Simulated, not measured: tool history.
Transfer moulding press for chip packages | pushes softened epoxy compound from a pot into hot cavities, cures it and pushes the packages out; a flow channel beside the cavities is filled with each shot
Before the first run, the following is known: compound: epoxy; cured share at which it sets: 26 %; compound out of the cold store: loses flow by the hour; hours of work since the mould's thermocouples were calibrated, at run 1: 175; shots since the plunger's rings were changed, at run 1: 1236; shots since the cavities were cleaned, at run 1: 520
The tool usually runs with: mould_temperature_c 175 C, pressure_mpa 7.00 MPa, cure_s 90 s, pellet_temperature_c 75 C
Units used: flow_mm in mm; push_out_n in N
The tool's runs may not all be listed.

run   hour  mould_temperature_c  pressure_mpa  cure_s  pellet_temperature_c  hours of work since the mould's thermocouples were calibrated  shots since the plunger's rings were changed  shots since the cavities were cleaned  incoming compound's hours out of the cold store  flow_mm  push_out_n
  1    0.0                  175          7.00      90                    75                                                            175                                          1236                                    520                                             38.0      526         591
  2    5.9                  175          7.00      90                    75                                                            178                                          1298                                    582                                             46.3      512         595
  3   11.5                  175          7.00      90                    71                                                            181                                          1357                                    641                                             22.5      554         641
  4   18.4                  175          7.00      90                    75                                                            185                                          1429                                    713                                             27.3      545         647
  5   27.6                  175          7.00      90                    75                                                            190                                          1526                                    810                                              9.5      575         665
  6   34.3                  175          7.00      90                    82                                                            194                                          1595                                    879                                             47.7      506         665
  7   43.2                  175          7.00      90                    82                                                            199                                          1689                                    973                                             17.4      556         633
      45.5  -- cavities cleaned with cleaning compound and waxed
  8   53.8                  175          7.00      90                    75                                                            204                                          1784                                     87                                             35.0      531         488
  9   57.9                  171          7.00      90                    75                                                            206                                          1827                                    130                                             39.5      524         577
 10   66.7                  173          7.00      90                    75                                                            211                                          1919                                    222                                             14.3      572         576
 11   70.8                  173          7.00      90                    75                                                            213                                          1962                                    265                                             46.5      510         583
 12   79.7                  168          7.00      90                    75                                                            218                                          2056                                    359                                             25.6      553         815
 13   86.8                  175          7.00      83                    75                                                            222                                          2130                                    433                                             23.6      555         693
 14   96.0                  181          7.00      90                    75                                                            227                                          2226                                    529                                             11.1      570         519
 15  101.5                  175          7.00      90                    75                                                            230                                          2284                                    587                                             13.1      569         633
 16  105.4                  175          7.00      90                    72                                                            232                                          2324                                    627                                             18.2      560         632
 17  111.0                  177          7.00      90                    75                                                            235                                          2383                                    686                                             27.0      538         570
 18  118.8                  177          7.00      90                    75                                                            240                                          2465                                    768                                             15.1      560         620
 19  126.5                  177          7.00      90                    75                                                            244                                          2545                                    848                                             31.6      525         578
 20  134.5                  171          5.84      90                    75                                                            248                                          2629                                    932                                             21.2      499         787
 21  138.5                  175          7.06     106                    75                                                            250                                          2671                                    974                                             37.1      519         566
     140.7  -- cavities cleaned with cleaning compound and waxed
 22  148.9                  170          7.39      90                    75                                                            255                                          2764                                     86                                             13.2      582         642
 23  152.8                  170          7.39      90                    75                                                            258                                          2805                                    127                                             28.6      558         611
 24  161.2                  168          7.00     124                    75                                                            262                                          2893                                    215                                             11.3      576         492
 25  169.0                  168          7.00     124                    75                                                            266                                          2974                                    296                                             35.8      528         501

Expected results for the next run?
 26  176.4                  167          6.72     120                    70                                                            271                                          3052                                    374                                             18.5        ?           ?

flow_mm: 545 mm
push_out_n: 543 N
Were there no unlogged condition in the tool, this run, its random variation unchanged, would have produced flow_mm 565 mm, push_out_n 408 N.
